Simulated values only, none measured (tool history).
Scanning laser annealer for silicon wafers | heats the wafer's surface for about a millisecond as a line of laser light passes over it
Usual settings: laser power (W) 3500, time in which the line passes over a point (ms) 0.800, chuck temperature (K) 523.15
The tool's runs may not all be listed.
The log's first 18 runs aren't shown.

run   hour  laser power (W)  time in which the line passes over a point (ms)  chuck temperature (K)  hours of work since the window was cleaned  hours of work since the power meter was calibrated  hours of work since the optics were aligned  highest temperature of the surface (K)
 19  339.7             3500                                            0.800                 485.15                                         458                                                 838                                          212                                 1260.15
 20  361.8             3500                                            0.800                 485.15                                         471                                                 852                                          226                                 1261.15
 21  378.7             3500                                            0.800                 485.15                                         482                                                 863                                          236                                 1255.15
 22  397.2             3500                                            0.800                 485.15                                         493                                                 874                                          248                                 1258.15
 23  425.4             3277                                            0.647                 550.15                                         511                                                 892                                          266                                 1189.15
 24  452.7             3277                                            0.993                 550.15                                         528                                                 909                                          283                                 1341.15
 25  474.6             3500                                            0.810                 495.15                                         542                                                 923                                          296                                 1270.15
 26  489.7             3207                                            0.933                 523.15                                         551                                                 932                                          306                                 1267.15
 27  507.2             3207                                            0.933                 523.15                                         562                                                 943                                          317                                 1268.15
 28  523.1             2993                                            0.901                 486.15                                         572                                                 953                                          327                                 1157.15
 29  550.2             3715                                            0.901                 486.15                                         589                                                 970                                          343                                 1361.15
 30  576.4             3500                                            0.800                 520.15                                         605                                                 986                                          360                                 1287.15
 31  600.2             3500                                            0.800                 520.15                                         620                                                1001                                          375                                 1281.15
 32  623.7             3500                                            0.800                 520.15                                         635                                                1016                                          389                                 1280.15
 33  637.1             3808                                            0.671                 527.15                                         643                                                1024                                          398                                 1299.15
 34  650.9             3808                                            0.671                 527.15                                         652                                                1033                                          406                                 1302.15
 35  672.9             3359                                            0.800                 523.15                                         665                                                1046                                          420                                 1247.15
 36  691.8             3008                                            0.800                 523.15                                         677                                                1058                                          432                                 1154.15
 37  718.6             3008                                            0.800                 523.15                                         694                                                1075                                          449                                 1154.15
 38  734.0             3799                                            0.633                 538.15                                         704                                                1085                                          458                                 1286.15
 39  745.7             3799                                            0.819                 538.15                                         711                                                1092                                          465                                 1389.15
 40  760.6             3799                                            0.819                 538.15                                         720                                                1101                                          475                                 1383.15
 41  781.1             3500                                            0.575                 545.15                                         733                                                1114                                          488                                 1187.15

4 ways to go on from here, each from the tool as it stands after run 41. What would each give?
  A  794.0             3689                                            0.575                 545.15                                         741                                                1122                                          496                                       ?
  B  794.0             3491                                            0.829                 523.15                                         741                                                1122                                          496                                       ?
  C  794.0             3502                                            0.800                 526.15                                         741                                                1122                                          496                                       ?
  D  794.0             3275                                            0.877                 523.15                                         741                                                1122                                          496                                       ?

run  highest temperature of the surface (K)
  A                                 1230.15
  B                                 1289.15
  C                                 1284.15
  D                                 1255.15
Without the tool's hidden state the same runs would have given:
run  highest temperature of the surface (K)
  A                                 1270.15
  B                                 1333.15
  C                                 1328.15
  D                                 1297.15
